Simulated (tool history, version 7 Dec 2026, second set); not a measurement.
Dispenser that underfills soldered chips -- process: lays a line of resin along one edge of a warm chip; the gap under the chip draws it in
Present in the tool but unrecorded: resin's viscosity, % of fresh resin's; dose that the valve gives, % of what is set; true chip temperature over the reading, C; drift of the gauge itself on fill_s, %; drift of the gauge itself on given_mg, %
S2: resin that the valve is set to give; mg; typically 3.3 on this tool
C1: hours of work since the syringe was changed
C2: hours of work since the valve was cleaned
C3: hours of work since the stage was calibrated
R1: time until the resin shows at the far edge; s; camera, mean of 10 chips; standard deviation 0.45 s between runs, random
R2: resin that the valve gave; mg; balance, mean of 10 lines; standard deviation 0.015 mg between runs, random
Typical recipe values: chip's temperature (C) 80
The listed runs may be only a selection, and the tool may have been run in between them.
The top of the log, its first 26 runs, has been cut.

At hour 148.2: new syringe of resin.
Run 27, hour 149.4: usual settings but chip's temperature (C) 84, S2 3.82 mg; C1 1; C2 25; C3 234. Result: R1 28 s, R2 3.77 mg.
Run 28, hour 155.6: usual settings but chip's temperature (C) 84, S2 3.82 mg; C1 5; C2 30; C3 238. Result: R1 41.8 s, R2 3.76 mg.
At hour 160.2: new syringe of resin.
Run 29, hour 161.6: usual settings but S2 3.25 mg; C1 1; C2 33; C3 242. Result: R1 35.1 s, R2 3.19 mg.
Run 30, hour 167: usual settings but S2 3.25 mg; C1 5; C2 37; C3 245. Result: R1 48 s, R2 3.17 mg.
At hour 172.2: new syringe of resin.
Run 31, hour 173.5: usual settings but S2 3.25 mg; C1 1; C2 41; C3 250. Result: R1 34.4 s, R2 3.19 mg.
Run 32, hour 177.5: usual settings but chip's temperature (C) 81, S2 3.51 mg; C1 4; C2 44; C3 252. Result: R1 41.5 s, R2 3.42 mg.
Run 33, hour 181.2: usual settings but S2 3.69 mg; C1 6; C2 47; C3 255. Result: R1 53.9 s, R2 3.6 mg.
At hour 184.2: new syringe of resin.
Run 34, hour 188.1: usual settings but chip's temperature (C) 78, S2 3.51 mg; C1 3; C2 51; C3 259. Result: R1 43.4 s, R2 3.41 mg.
Run 35, hour 195.4: usual settings but chip's temperature (C) 78, S2 3.51 mg; C1 8; C2 56; C3 264. Result: R1 66.3 s, R2 3.4 mg.

Consider 4 possible next runs. They are alternatives, not a sequence: every one starts from the tool as it was left by run 35. What does each give?
At hour 196.4: new syringe of resin.
Run A, hour 202.6: usual settings but chip's temperature (C) 78, S2 3.43 mg; C1 4; C2 61; C3 269. Result: R1 ?, R2 ?.
At hour 196.4: new syringe of resin.
Run B, hour 202.6: usual settings but chip's temperature (C) 89; C1 4; C2 61; C3 269. Result: R1 ?, R2 ?.
At hour 196.4: new syringe of resin.
Run C, hour 202.6: usual settings but chip's temperature (C) 65, S2 3.18 mg; C1 4; C2 61; C3 269. Result: R1 ?, R2 ?.
At hour 196.4: new syringe of resin.
Run D, hour 202.6: usual settings but chip's temperature (C) 94, S2 3.51 mg; C1 4; C2 61; C3 269. Result: R1 ?, R2 ?.

run    R1    R2
  A  50.2  3.34
  B  32.4   3.2
  C  97.1  3.08
  D  25.7  3.42
Without the tool's hidden state the same runs would have given:
run    R1    R2
  A  36.3  3.43
  B  23.5  3.29
  C  70.5  3.17
  D  18.6  3.52
